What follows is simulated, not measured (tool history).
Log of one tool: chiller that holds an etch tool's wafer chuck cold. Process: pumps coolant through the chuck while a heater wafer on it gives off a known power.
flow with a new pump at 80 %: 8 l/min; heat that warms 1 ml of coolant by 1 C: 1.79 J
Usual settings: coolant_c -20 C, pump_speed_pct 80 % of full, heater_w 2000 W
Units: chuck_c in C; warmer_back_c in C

{"run": 1, "hour": 0.0, "coolant_c": -20, "pump_speed_pct": 80, "heater_w": 2000, "chuck_c": -4.6, "warmer_back_c": 8.34}
{"run": 2, "hour": 122.0, "coolant_c": -20, "pump_speed_pct": 80, "heater_w": 2000, "chuck_c": -4.5, "warmer_back_c": 8.41}
{"run": 3, "hour": 192.5, "coolant_c": -13, "pump_speed_pct": 80, "heater_w": 2000, "chuck_c": 2.5, "warmer_back_c": 8.37}
{"run": 4, "hour": 245.5, "coolant_c": -13, "pump_speed_pct": 80, "heater_w": 2000, "chuck_c": 2.5, "warmer_back_c": 8.31}
{"run": 5, "hour": 349.9, "coolant_c": -13, "pump_speed_pct": 80, "heater_w": 2000, "chuck_c": 2.7, "warmer_back_c": 8.34}
{"run": 6, "hour": 464.1, "coolant_c": -13, "pump_speed_pct": 80, "heater_w": 2000, "chuck_c": 2.6, "warmer_back_c": 8.33}
{"run": 7, "hour": 542.1, "coolant_c": -20, "pump_speed_pct": 77, "heater_w": 2000, "chuck_c": -3.9, "warmer_back_c": 8.76}
{"run": 8, "hour": 650.9, "coolant_c": -20, "pump_speed_pct": 80, "heater_w": 1176, "chuck_c": -10.9, "warmer_back_c": 4.95}
{"run": 9, "hour": 729.6, "coolant_c": -20, "pump_speed_pct": 96, "heater_w": 2000, "chuck_c": -6.9, "warmer_back_c": 6.78}
{"run": 10, "hour": 829.4, "coolant_c": -20, "pump_speed_pct": 96, "heater_w": 2000, "chuck_c": -6.8, "warmer_back_c": 6.8}
{"run": 11, "hour": 921.9, "coolant_c": -20, "pump_speed_pct": 96, "heater_w": 2000, "chuck_c": -6.9, "warmer_back_c": 6.84}
{"run": 12, "hour": 1008.0, "coolant_c": -20, "pump_speed_pct": 96, "heater_w": 2000, "chuck_c": -6.9, "warmer_back_c": 6.84}
{"run": 13, "hour": 1079.6, "coolant_c": -20, "pump_speed_pct": 96, "heater_w": 2000, "chuck_c": -6.8, "warmer_back_c": 6.78}
{"run": 14, "hour": 1187.6, "coolant_c": -12, "pump_speed_pct": 80, "heater_w": 2358, "chuck_c": 6.3, "warmer_back_c": 9.86}
{"run": 15, "hour": 1237.9, "coolant_c": -12, "pump_speed_pct": 81, "heater_w": 1528, "chuck_c": -0.5, "warmer_back_c": 6.33}
{"run": 16, "hour": 1306.3, "coolant_c": -28, "pump_speed_pct": 80, "heater_w": 2401, "chuck_c": -9.4, "warmer_back_c": 10.02}
{"run": 17, "hour": 1400.1, "coolant_c": -26, "pump_speed_pct": 80, "heater_w": 2401, "chuck_c": -7.4, "warmer_back_c": 10.03}
{"run": 18, "hour": 1516.4, "coolant_c": -18, "pump_speed_pct": 80, "heater_w": 1663, "chuck_c": -5.2, "warmer_back_c": 7.03}

5 ways to go on from here, each from the tool as it stands after run 18. What would each give?
{"run": "A", "hour": 1591.5, "coolant_c": -20, "pump_speed_pct": 80, "heater_w": 1663, "chuck_c": "?", "warmer_back_c": "?"}
{"run": "B", "hour": 1591.5, "coolant_c": -28, "pump_speed_pct": 72, "heater_w": 1663, "chuck_c": "?", "warmer_back_c": "?"}
{"run": "C", "hour": 1591.5, "coolant_c": -18, "pump_speed_pct": 85, "heater_w": 1663, "chuck_c": "?", "warmer_back_c": "?"}
{"run": "D", "hour": 1591.5, "coolant_c": -18, "pump_speed_pct": 80, "heater_w": 2300, "chuck_c": "?", "warmer_back_c": "?"}
{"run": "E", "hour": 1591.5, "coolant_c": -30, "pump_speed_pct": 80, "heater_w": 2147, "chuck_c": "?", "warmer_back_c": "?"}

run=A chuck_c=-7.3 warmer_back_c=7.01
run=B chuck_c=-13.9 warmer_back_c=7.89
run=C chuck_c=-6.0 warmer_back_c=6.48
run=D chuck_c=-0.2 warmer_back_c=9.68
run=E chuck_c=-13.3 warmer_back_c=8.99
Without the tool's hidden state the same runs would have given:
run=A chuck_c=-7.3 warmer_back_c=7.00
run=B chuck_c=-13.9 warmer_back_c=7.88
run=C chuck_c=-6.0 warmer_back_c=6.47
run=D chuck_c=-0.2 warmer_back_c=9.67
run=E chuck_c=-13.3 warmer_back_c=8.98

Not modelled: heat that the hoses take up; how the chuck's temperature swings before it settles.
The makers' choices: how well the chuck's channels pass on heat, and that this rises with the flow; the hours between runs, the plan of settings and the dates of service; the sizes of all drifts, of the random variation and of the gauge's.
